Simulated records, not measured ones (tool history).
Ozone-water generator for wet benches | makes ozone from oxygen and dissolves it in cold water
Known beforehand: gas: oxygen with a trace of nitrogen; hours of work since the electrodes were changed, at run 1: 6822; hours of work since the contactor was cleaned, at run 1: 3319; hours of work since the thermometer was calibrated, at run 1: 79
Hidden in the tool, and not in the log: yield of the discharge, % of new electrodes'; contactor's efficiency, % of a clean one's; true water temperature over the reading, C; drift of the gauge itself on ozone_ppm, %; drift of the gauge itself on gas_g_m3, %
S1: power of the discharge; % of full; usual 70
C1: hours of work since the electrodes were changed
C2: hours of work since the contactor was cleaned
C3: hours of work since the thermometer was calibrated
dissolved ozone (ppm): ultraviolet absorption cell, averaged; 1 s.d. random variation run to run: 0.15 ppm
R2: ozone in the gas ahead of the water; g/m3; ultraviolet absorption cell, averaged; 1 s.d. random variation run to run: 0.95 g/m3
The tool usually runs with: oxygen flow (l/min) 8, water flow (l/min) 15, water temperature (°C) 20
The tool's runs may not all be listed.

run 1 hour=0 | S1=70 oxygen_flow_(l/min)=8 water_flow_(l/min)=15 water_temperature_(°C)=20 | C1=6822 C2=3319 C3=79 | dissolved_ozone_(ppm)=19.8 R2=160.5
run 2 hour=119.2 | S1=70 oxygen_flow_(l/min)=8 water_flow_(l/min)=15 water_temperature_(°C)=20 | C1=6918 C2=3415 C3=175 | dissolved_ozone_(ppm)=19.3 R2=159.8
run 3 hour=321.4 | S1=70 oxygen_flow_(l/min)=8 water_flow_(l/min)=15 water_temperature_(°C)=20 | C1=7081 C2=3578 C3=338 | dissolved_ozone_(ppm)=19.1 R2=160.9
run 4 hour=525.4 | S1=70 oxygen_flow_(l/min)=8 water_flow_(l/min)=15 water_temperature_(°C)=24 | C1=7246 C2=3742 C3=502 | dissolved_ozone_(ppm)=17.8 R2=160.1
run 5 hour=633.8 | S1=70 oxygen_flow_(l/min)=8 water_flow_(l/min)=15 water_temperature_(°C)=24 | C1=7333 C2=3829 C3=589 | dissolved_ozone_(ppm)=17.9 R2=162.7
run 6 hour=840.9 | S1=70 oxygen_flow_(l/min)=8 water_flow_(l/min)=15 water_temperature_(°C)=24 | C1=7500 C2=3996 C3=756 | dissolved_ozone_(ppm)=17.7 R2=161.3
run 7 hour=1040 | S1=70 oxygen_flow_(l/min)=8 water_flow_(l/min)=15 water_temperature_(°C)=24 | C1=7660 C2=4157 C3=917 | dissolved_ozone_(ppm)=18 R2=163.4
-- hour=1113.2 electrodes of the discharge changed
run 8 hour=1175.5 | S1=70 oxygen_flow_(l/min)=8 water_flow_(l/min)=15 water_temperature_(°C)=24 | C1=50 C2=4261 C3=1021 | dissolved_ozone_(ppm)=17.9 R2=162.2
run 9 hour=1303 | S1=70 oxygen_flow_(l/min)=8 water_flow_(l/min)=15 water_temperature_(°C)=24 | C1=153 C2=4364 C3=1124 | dissolved_ozone_(ppm)=18 R2=161.9
run 10 hour=1497 | S1=70 oxygen_flow_(l/min)=8 water_flow_(l/min)=15 water_temperature_(°C)=20 | C1=309 C2=4520 C3=1280 | dissolved_ozone_(ppm)=19.6 R2=161.6
run 11 hour=1637.3 | S1=70 oxygen_flow_(l/min)=8 water_flow_(l/min)=15 water_temperature_(°C)=20 | C1=422 C2=4633 C3=1393 | dissolved_ozone_(ppm)=19.4 R2=161.3
run 12 hour=1764.5 | S1=70 oxygen_flow_(l/min)=8 water_flow_(l/min)=15 water_temperature_(°C)=20 | C1=525 C2=4736 C3=1496 | dissolved_ozone_(ppm)=19.1 R2=163.3
run 13 hour=1936.6 | S1=70 oxygen_flow_(l/min)=8 water_flow_(l/min)=15 water_temperature_(°C)=20 | C1=664 C2=4874 C3=1634 | dissolved_ozone_(ppm)=19.5 R2=163.3
run 14 hour=2025.2 | S1=70 oxygen_flow_(l/min)=8 water_flow_(l/min)=15 water_temperature_(°C)=20 | C1=735 C2=4946 C3=1706 | dissolved_ozone_(ppm)=19.4 R2=165.5
run 15 hour=2121.4 | S1=70 oxygen_flow_(l/min)=8 water_flow_(l/min)=15 water_temperature_(°C)=20 | C1=812 C2=5023 C3=1783 | dissolved_ozone_(ppm)=19.6 R2=165.5

The next listed run, before its measurement:
run 16 hour=2250 | S1=70 oxygen_flow_(l/min)=8 water_flow_(l/min)=15 water_temperature_(°C)=20 | C1=916 C2=5127 C3=1887 | dissolved_ozone_(ppm)=? R2=?

{"run 16": {"dissolved ozone (ppm)": 19.3, "R2": 163.3}}
Take away the tool's hidden state, keep the run-to-run variation as it was, and the same run would have given dissolved ozone (ppm) 19.4, R2 160.6 g/m3.

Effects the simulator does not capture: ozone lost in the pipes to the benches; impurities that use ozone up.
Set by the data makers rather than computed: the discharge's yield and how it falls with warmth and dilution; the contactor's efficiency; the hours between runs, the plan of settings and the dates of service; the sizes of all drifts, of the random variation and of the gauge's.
